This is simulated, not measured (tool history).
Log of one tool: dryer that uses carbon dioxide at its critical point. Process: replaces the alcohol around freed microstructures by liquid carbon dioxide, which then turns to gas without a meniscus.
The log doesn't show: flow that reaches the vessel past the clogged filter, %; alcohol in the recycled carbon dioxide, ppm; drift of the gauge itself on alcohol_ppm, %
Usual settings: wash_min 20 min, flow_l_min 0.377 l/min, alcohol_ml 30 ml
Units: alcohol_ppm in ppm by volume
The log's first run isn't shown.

run   hour  wash_min  flow_l_min  alcohol_ml  hours of work since the filter was changed  hours of work since the purifier's bed was changed  alcohol_ppm
  2    6.3        20       0.377          30                                         343                                                 168           68
  3   15.8        20       0.377          33                                         351                                                 175           73
  4   28.3        20       0.377          33                                         360                                                 185           72
  5   37.6        20       0.377          33                                         368                                                 192           74
  6   49.4        20       0.377          40                                         377                                                 201           91
  7   58.4        20       0.238          30                                         384                                                 208          638
  8   66.4        20       0.238          30                                         390                                                 214          629
  9   77.8        20       0.238          30                                         399                                                 223          642
 10   88.2        20       0.238          30                                         407                                                 231          648
 11   96.4        20       0.238          30                                         413                                                 238          643
 12  105.7        20       0.238          30                                         420                                                 245          657
 13  115.2        23       0.377          30                                         428                                                 252           50
 14  123.3        23       0.377          30                                         434                                                 258           44
 15  135.3        23       0.377          30                                         443                                                 268           56
 16  147.3        20       0.377          30                                         452                                                 277           84
 17  157.0        20       0.377          30                                         460                                                 284           95
 18  168.2        20       0.299          30                                         469                                                 293          253
 19  177.5        20       0.278          30                                         476                                                 300          363
 20  186.9        20       0.331          30                                         483                                                 308          175
 21  195.9        20       0.331          30                                         490                                                 315          173

Forecast run 22:
 22  203.4        20       0.331          30                                         496                                                 320            ?

Run 22 gave alcohol_ppm 178 ppm by volume.
Without the tool's hidden state the same run would have given alcohol_ppm 67 ppm by volume.
